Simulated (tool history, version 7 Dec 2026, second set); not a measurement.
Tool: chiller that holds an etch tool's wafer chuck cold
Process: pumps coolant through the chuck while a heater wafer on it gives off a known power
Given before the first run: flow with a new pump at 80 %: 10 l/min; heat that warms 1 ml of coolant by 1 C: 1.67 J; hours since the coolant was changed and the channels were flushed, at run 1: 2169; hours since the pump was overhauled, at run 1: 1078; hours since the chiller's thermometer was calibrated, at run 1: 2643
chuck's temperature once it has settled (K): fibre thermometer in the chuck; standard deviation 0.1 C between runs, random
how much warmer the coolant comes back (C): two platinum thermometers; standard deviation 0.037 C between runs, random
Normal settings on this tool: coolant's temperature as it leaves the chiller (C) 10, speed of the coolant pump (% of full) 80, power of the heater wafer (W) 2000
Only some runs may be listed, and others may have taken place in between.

run,hour,coolant's temperature as it leaves the chiller (C),speed of the coolant pump (% of full),power of the heater wafer (W),hours since the coolant was changed and the channels were flushed,hours since the pump was overhauled,hours since the chiller's thermometer was calibrated,chuck's temperature once it has settled (K),how much warmer the coolant comes back (C)
1,0.0,10,80,2000,2169,1078,2643,297.65,7.42
2,75.1,10,80,2000,2244,1153,2718,297.45,7.39
3,139.6,10,80,2000,2308,1218,2782,297.45,7.38
4,201.7,10,89,2000,2371,1280,2844,296.75,6.66
5,280.0,10,82,2000,2449,1358,2923,297.45,7.23
6,360.8,10,82,2000,2530,1439,3004,297.55,7.28
7,457.2,10,82,2000,2626,1535,3100,297.55,7.31
8,541.3,10,80,2000,2710,1620,3184,297.95,7.53
9,649.4,10,80,2000,2818,1728,3292,297.95,7.52
10,715.7,18,80,2000,2885,1794,3358,306.15,7.47
11,762.7,18,80,2000,2932,1841,3405,306.35,7.58
12,858.2,18,80,2000,3027,1936,3501,306.05,7.52
13,949.2,7,80,2000,3118,2027,3592,295.25,7.55
14,1064.1,3,80,2000,3233,2142,3707,291.35,7.64
15,1139.4,3,80,2000,3308,2218,3782,291.25,7.63
16,1223.6,10,62,2082,3393,2302,3866,302.05,10.39
17,1295.8,10,87,2000,3465,2374,3939,297.55,7.03

Estimate the outcome of run 18 from the log above:
18,1399.0,8,61,1990,3568,2477,4042,?,?

Run 18 came out at chuck's temperature once it has settled (K) 299.65, how much warmer the coolant comes back (C) 10.22.
Minus the tool's unlogged condition, the same run would have read chuck's temperature once it has settled (K) 297.45, how much warmer the coolant comes back (C) 9.55.

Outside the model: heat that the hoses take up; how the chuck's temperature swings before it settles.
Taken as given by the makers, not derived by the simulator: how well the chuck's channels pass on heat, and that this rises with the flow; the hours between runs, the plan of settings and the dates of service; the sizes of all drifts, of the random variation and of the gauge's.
